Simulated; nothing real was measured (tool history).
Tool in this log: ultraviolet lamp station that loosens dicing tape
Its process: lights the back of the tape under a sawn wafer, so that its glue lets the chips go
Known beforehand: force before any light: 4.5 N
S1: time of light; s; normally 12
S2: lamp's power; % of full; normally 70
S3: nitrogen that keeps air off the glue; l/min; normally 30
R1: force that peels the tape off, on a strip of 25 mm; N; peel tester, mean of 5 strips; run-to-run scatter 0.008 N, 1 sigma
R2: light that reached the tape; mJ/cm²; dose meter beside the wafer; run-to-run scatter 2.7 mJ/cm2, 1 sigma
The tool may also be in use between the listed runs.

run,day,S1,S2,S3,R1,R2
1,0,12,70,30,0.446,287
2,2.983,12,68,30,0.51,271
3,5.867,12,70,30,0.519,268
4,9.629,12,70,43,0.449,258
5,13.175,12,70,30,0.591,252
6,15.621,12,70,30,0.621,241
7,18.525,6,70,30,1.612,120
8,22.2,6,70,30,1.642,112
9,25.921,6,70,30,1.752,108
# day 26.992: window cleaned of glue's vapour
10,29.562,12,70,30,0.607,244
11,33.604,12,70,30,0.64,234
12,35.275,12,70,20,0.823,228
13,38.496,15,70,30,0.497,278
14,41.583,15,70,30,0.523,267
15,43.846,20,70,18,0.446,342
16,47.038,8,77,53,1.061,146
17,50.883,8,77,53,1.134,141
# day 53.238: lamp changed
18,54.142,17,63,53,0.198,414
19,56.071,19,90,32,0.143,641
20,58.462,12,67,26,0.482,297
21,61.158,12,67,26,0.48,288
22,63.775,12,63,30,0.544,269
23,67.088,12,63,30,0.566,257

What if the next run were any one of these 4? Each begins from the tool's condition after run 23:
A,69.812,12,70,56,?,?
B,69.812,9,98,50,?,?
C,69.812,7,80,19,?,?
D,69.812,16,70,20,?,?

run,R1,R2
A,0.359,281
B,0.347,290
C,1.139,183
D,0.363,367
Had the tool no hidden state, the same runs would have come out as:
run,R1,R2
A,0.237,355
B,0.23,367
C,0.815,231
D,0.242,466

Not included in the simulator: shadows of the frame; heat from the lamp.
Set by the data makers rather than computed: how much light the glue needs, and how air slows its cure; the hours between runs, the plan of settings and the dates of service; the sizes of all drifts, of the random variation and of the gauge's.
